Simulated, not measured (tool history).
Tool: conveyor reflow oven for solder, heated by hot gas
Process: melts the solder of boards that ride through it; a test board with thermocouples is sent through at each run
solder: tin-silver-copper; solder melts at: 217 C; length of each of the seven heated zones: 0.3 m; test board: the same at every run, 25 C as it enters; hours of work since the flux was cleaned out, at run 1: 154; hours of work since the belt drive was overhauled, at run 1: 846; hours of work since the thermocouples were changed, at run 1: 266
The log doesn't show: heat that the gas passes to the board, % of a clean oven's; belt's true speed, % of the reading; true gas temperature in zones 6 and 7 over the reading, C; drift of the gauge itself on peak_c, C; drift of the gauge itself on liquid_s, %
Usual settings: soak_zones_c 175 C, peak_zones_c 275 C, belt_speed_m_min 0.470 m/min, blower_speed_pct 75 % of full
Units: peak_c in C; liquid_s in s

run	hour	soak_zones_c	peak_zones_c	belt_speed_m_min	blower_speed_pct	hours of work since the flux was cleaned out	hours of work since the belt drive was overhauled	hours of work since the thermocouples were changed	peak_c	liquid_s
1	0.0	175	275	0.470	75	154	846	266	256.4	59.7
2	10.1	175	275	0.465	75	160	852	273	256.8	60.7
# hour 23.5: belt drive overhauled, speed set with a stopwatch
3	23.7	175	275	0.465	75	166	0	278	256.5	60.5
4	36.1	175	275	0.470	75	173	8	286	256.4	59.7
5	48.2	175	275	0.470	75	181	15	293	256.4	59.7
6	54.1	175	275	0.470	75	184	19	297	256.2	59.8
7	65.7	175	275	0.470	75	191	26	304	256.4	59.8
8	77.5	175	275	0.470	75	198	33	311	256.4	59.8
9	91.3	175	275	0.470	75	207	41	320	256.4	59.7
10	103.8	175	265	0.470	75	214	49	327	247.9	53.8
11	110.6	175	265	0.470	75	219	53	331	247.8	53.9
12	120.7	175	265	0.470	75	225	59	337	247.7	53.9
13	134.7	175	265	0.470	75	233	68	346	248.0	53.7
14	146.5	175	265	0.470	75	240	75	353	247.9	53.9
15	157.6	175	265	0.470	75	247	82	360	248.0	53.6
16	164.3	175	287	0.527	87	251	86	364	265.2	57.5
17	174.2	175	287	0.527	87	257	92	370	264.8	57.3
18	180.1	179	275	0.470	75	261	95	374	256.8	61.6
19	193.7	179	275	0.470	75	269	104	382	257.0	61.6
20	205.5	179	275	0.470	75	276	111	389	257.1	61.7
21	214.8	175	275	0.472	57	282	117	395	251.4	54.7
22	226.0	174	276	0.472	50	289	123	402	249.6	52.3
23	240.1	174	276	0.472	50	297	132	410	249.2	52.1
24	246.9	184	275	0.478	75	302	136	414	257.4	62.8
# hour 257.0: flux residue cleaned out of gas plates and filters
25	262.5	184	275	0.534	52	3	143	421	246.8	46.6
26	269.7	169	268	0.525	74	8	147	425	245.1	42.9
27	279.7	169	287	0.497	79	14	153	431	264.1	59.0
28	293.5	169	287	0.549	72	22	161	440	257.7	49.2
29	304.3	175	275	0.447	75	29	168	446	257.9	64.4
30	314.1	179	275	0.470	57	35	174	452	252.5	57.5

4 ways to go on from here, each from the tool as it stands after run 30. What would each give?
A	327.9	177	275	0.470	59	43	182	461	?	?
B	327.9	179	275	0.505	57	43	182	461	?	?
C	327.9	185	264	0.470	75	43	182	461	?	?
D	327.9	179	269	0.470	80	43	182	461	?	?

run	peak_c	liquid_s
A	252.8	57.2
B	249.4	50.8
C	248.9	58.8
D	253.1	59.5
Without the tool's hidden state the same runs would have given:
run	peak_c	liquid_s
A	252.8	57.2
B	249.4	50.8
C	249.0	58.8
D	253.1	59.5

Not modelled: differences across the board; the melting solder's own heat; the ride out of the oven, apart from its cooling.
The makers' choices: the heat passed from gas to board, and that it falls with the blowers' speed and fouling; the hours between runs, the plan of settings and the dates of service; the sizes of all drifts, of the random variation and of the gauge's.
